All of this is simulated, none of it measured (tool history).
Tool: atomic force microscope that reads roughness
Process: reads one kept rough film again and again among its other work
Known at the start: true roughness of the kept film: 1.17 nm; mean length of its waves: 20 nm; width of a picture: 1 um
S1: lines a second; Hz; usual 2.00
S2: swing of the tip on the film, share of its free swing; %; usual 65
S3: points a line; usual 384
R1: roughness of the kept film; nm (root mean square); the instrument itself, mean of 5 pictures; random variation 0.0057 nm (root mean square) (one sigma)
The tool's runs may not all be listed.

run,hour,S1,S2,S3,R1
1,0.0,2.00,65,384,1.011
2,22.3,1.41,65,384,0.973
3,50.1,1.41,65,384,0.918
4,66.4,1.41,65,384,0.886
# hour 72.8: new tip fitted
5,90.4,2.00,80,384,0.906
6,126.5,2.00,80,384,0.836
# hour 148.8: new tip fitted
7,155.5,2.00,80,384,0.947
8,184.2,2.00,80,384,0.868
9,215.2,2.00,80,384,0.819
# hour 225.1: new tip fitted
10,240.9,2.00,65,960,1.002
11,255.6,2.00,65,960,0.955
12,288.1,2.00,65,384,0.878
# hour 303.1: new tip fitted
13,314.1,2.00,65,384,0.994
14,345.8,2.00,65,384,0.913
# hour 381.5: new tip fitted
15,381.7,2.00,65,590,1.036
16,412.0,2.00,65,590,0.967
17,427.6,1.18,65,590,0.951
# hour 457.7: new tip fitted
18,464.4,1.18,65,590,1.040
19,483.5,1.18,65,590,0.992
20,501.1,1.18,65,590,0.954
21,522.0,1.18,65,590,0.917
# hour 535.3: new tip fitted
22,551.9,3.26,66,678,0.950
23,572.7,3.26,66,678,0.900
24,593.8,3.26,66,565,0.863
# hour 611.8: new tip fitted
25,617.5,3.26,66,565,0.976
26,633.7,2.35,80,793,0.890
27,660.5,2.35,80,793,0.852
# hour 688.6: new tip fitted
28,691.3,2.54,88,409,0.853
29,722.5,2.54,88,595,0.797
30,750.9,0.51,72,595,0.920
# hour 765.8: new tip fitted
31,780.3,0.51,72,595,1.043
32,807.2,3.52,67,962,0.899
33,828.2,3.52,57,325,0.880
# hour 842.2: new tip fitted
34,850.1,3.52,57,325,0.996
35,875.5,1.86,82,273,0.872
36,911.3,1.86,82,273,0.809
# hour 919.3: new tip fitted
37,943.4,2.36,56,289,0.966
38,959.3,1.11,83,331,0.894

Hidden state or all else? Some run-to-run changes of R1, split into what the settings, what came in and random variation would give without the hidden state, and what is left for the hidden state (with any gauge scatter that isn't in both results):
The hidden state here: radius of the tip, nm; height scale over the true one, %; drift of the gauge itself on roughness_nm, %.
Run 4 -> 5: S1 1.41 -> 2.00, S2 65 -> 80, new tip fitted. R1 +0.020 nm (root mean square): hidden state +0.116, all else -0.096.
Run 9 -> 10: S2 80 -> 65, S3 384 -> 960, new tip fitted. R1 +0.183 nm (root mean square): hidden state +0.103, all else +0.080.
Run 24 -> 25: new tip fitted. R1 +0.113 nm (root mean square): hidden state +0.119, all else -0.006.
Run 31 -> 32: S1 0.51 -> 3.52, S2 72 -> 67, S3 595 -> 962. R1 -0.144 nm (root mean square): hidden state -0.051, all else -0.093.
Run 33 -> 34: new tip fitted. R1 +0.116 nm (root mean square): hidden state +0.120, all else -0.004.
Run 36 -> 37: S1 1.86 -> 2.36, S2 82 -> 56, S3 273 -> 289, new tip fitted. R1 +0.157 nm (root mean square): hidden state +0.075, all else +0.082.
